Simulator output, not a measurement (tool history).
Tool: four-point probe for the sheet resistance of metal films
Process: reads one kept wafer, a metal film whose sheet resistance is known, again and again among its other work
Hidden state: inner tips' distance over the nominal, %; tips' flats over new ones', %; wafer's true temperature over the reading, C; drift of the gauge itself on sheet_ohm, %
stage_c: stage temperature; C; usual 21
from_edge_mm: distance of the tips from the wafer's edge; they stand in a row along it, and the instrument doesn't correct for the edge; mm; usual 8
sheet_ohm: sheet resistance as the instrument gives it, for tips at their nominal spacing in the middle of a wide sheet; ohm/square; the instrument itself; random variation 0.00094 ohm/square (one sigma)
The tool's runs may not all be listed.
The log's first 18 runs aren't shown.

run	hour	stage_c	from_edge_mm	touches since the probe head was changed	hours of work since the stage's thermometer was calibrated	sheet_ohm
19	446.4	25	25	50555	1575	4.718324
20	467.5	35	5	51148	1589	4.765316
21	501.1	19	5	52090	1612	4.72901
22	520.4	19	46	52630	1625	4.70273
23	541.4	19	46	53220	1639	4.703635
24	555.9	25	5	53627	1649	4.741897
25	581	33	33	54329	1666	4.733585
26	613.8	21	69	55250	1688	4.70844

Run 27 comes next. What will it give?
27	638.3	21	69	55936	1705	?

Run 27 gave sheet_ohm 4.709129 ohm/square.
Without the tool's hidden state the same run would have given sheet_ohm 4.709195 ohm/square.

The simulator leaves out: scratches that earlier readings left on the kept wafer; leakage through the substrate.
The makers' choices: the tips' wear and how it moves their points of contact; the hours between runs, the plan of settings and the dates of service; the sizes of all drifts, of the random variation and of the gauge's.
